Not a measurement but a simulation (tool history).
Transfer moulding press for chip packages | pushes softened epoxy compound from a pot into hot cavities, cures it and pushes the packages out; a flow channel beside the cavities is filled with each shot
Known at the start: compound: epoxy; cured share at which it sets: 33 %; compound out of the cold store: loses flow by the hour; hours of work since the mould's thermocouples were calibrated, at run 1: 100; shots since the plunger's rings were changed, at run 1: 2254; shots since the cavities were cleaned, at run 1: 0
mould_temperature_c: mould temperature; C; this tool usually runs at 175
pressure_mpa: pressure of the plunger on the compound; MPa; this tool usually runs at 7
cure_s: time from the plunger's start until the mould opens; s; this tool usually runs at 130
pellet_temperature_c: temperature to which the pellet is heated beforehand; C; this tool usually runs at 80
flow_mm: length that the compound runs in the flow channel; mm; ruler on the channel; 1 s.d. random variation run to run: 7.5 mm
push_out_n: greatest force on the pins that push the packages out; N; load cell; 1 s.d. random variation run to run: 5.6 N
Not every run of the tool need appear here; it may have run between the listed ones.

run   hour  mould_temperature_c  pressure_mpa  cure_s  pellet_temperature_c  hours of work since the mould's thermocouples were calibrated  shots since the plunger's rings were changed  shots since the cavities were cleaned  incoming compound's hours out of the cold store  flow_mm  push_out_n
  1      0                  175             7     130                    80                                                            100                                          2254                                      0                                             28.2      909         197
  2   36.7                  175             7     130                    80                                                            115                                          2456                                    202                                             17.1      962         255
  3   57.2                  175             7     141                    80                                                            123                                          2568                                    314                                              8.6      961         270
  4   93.6                  168             7     130                    80                                                            138                                          2769                                    515                                             26.2      929         427
  5  125.7                  168          8.13     130                    80                                                            151                                          2946                                    692                                             11.7     1058         478
     137.6  -- cavities cleaned with cleaning compound and waxed
  6  142.8                  168          8.13     130                    80                                                            157                                          3031                                     28                                             22.4     1004         294
  7  161.2                  168          8.13     130                    80                                                            165                                          3133                                    130                                             18.8     1020         325
  8  189.9                  168          8.13     130                    80                                                            176                                          3291                                    288                                               39      941         359
  9    220                  175             7     130                    80                                                            189                                          3456                                    453                                             17.6      931         303
 10  253.6                  175             7     130                    71                                                            202                                          3641                                    638                                             29.6      880         313
     274.6  -- cavities cleaned with cleaning compound and waxed
 11  292.1                  175             7     130                    80                                                            218                                          3845                                     96                                             44.4      829         209
 12  323.1                  175             7     130                    80                                                            230                                          4015                                    266                                             31.1      875         257
 13    353                  175          8.47     130                    80                                                            242                                          4180                                    431                                               11     1042         293
 14  371.4                  175             7     130                    80                                                            250                                          4281                                    532                                             41.5      837         317
 15  394.9                  175             7     130                    80                                                            260                                          4411                                    662                                             29.9      854         313
       411  -- cavities cleaned with cleaning compound and waxed
 16  430.5                  175             7     130                    80                                                            273                                          4598                                    107                                             39.3      836         229
 17  465.4                  174             7     130                    83                                                            288                                          4790                                    299                                             33.7      857         272
 18  496.4                  168             7     130                    70                                                            300                                          4961                                    470                                             43.6      822         399
 19  532.6                  168             7     130                    70                                                            315                                          5160                                    669                                             33.1      853         436
     538.1  -- mould's thermocouples calibrated
     550.2  -- cavities cleaned with cleaning compound and waxed
 20  565.8                  169          7.13     154                    80                                                             11                                          5324                                     86                                             36.6      860         226
 21  591.7                  172          7.84     128                    75                                                             21                                          5466                                    228                                             45.5      860         268
 22  627.5                  171          5.25     130                    80                                                             36                                          5663                                    425                                             27.5      740         315
 23    662                  171          5.25     130                    80                                                             50                                          5853                                    615                                              9.2      801         366
       686  -- cavities cleaned with cleaning compound and waxed
     690.7  -- plunger's sealing rings changed
 24  696.9                  169          5.25     120                    87                                                             63                                            34                                     46                                             24.1      837         299
 25  732.8                  168             7     151                    80                                                             77                                           232                                    244                                             12.8     1031         276
     742.5  -- mould's thermocouples calibrated, once more
 26  768.3                  175          7.39     157                    80                                                             11                                           416                                    428                                             44.9      904         258
 27  802.6                  175          8.65     168                    80                                                             25                                           605                                    617                                             11.7     1124         280
 28  821.5                  168          7.78     142                    83                                                             32                                           709                                    721                                             27.5     1007         396

Forecast each of these 4 alternatives for the next run:
     828.2  -- cavities cleaned with cleaning compound and waxed
  A   852                  182          7.29     142                    83                                                             44                                           869                                    131                                             32.9        ?           ?
     828.2  -- cavities cleaned with cleaning compound and waxed
  B   852                  168          6.69     142                    85                                                             44                                           869                                    131                                              8.3        ?           ?
     828.2  -- cavities cleaned with cleaning compound and waxed
  C   852                  167          6.33     130                    84                                                             44                                           869                                    131                                             36.3        ?           ?
     828.2  -- cavities cleaned with cleaning compound and waxed
  D   852                  180          8.14     142                    83                                                             44                                           869                                    131                                             13.2        ?           ?

run  flow_mm  push_out_n
  A      914         196
  B     1009         284
  C      865         345
  D     1046         212
Take away the tool's hidden state, keep each run's random variation, and the runs would have read:
run  flow_mm  push_out_n
  A      929         163
  B     1025         231
  C      879         280
  D     1063         177
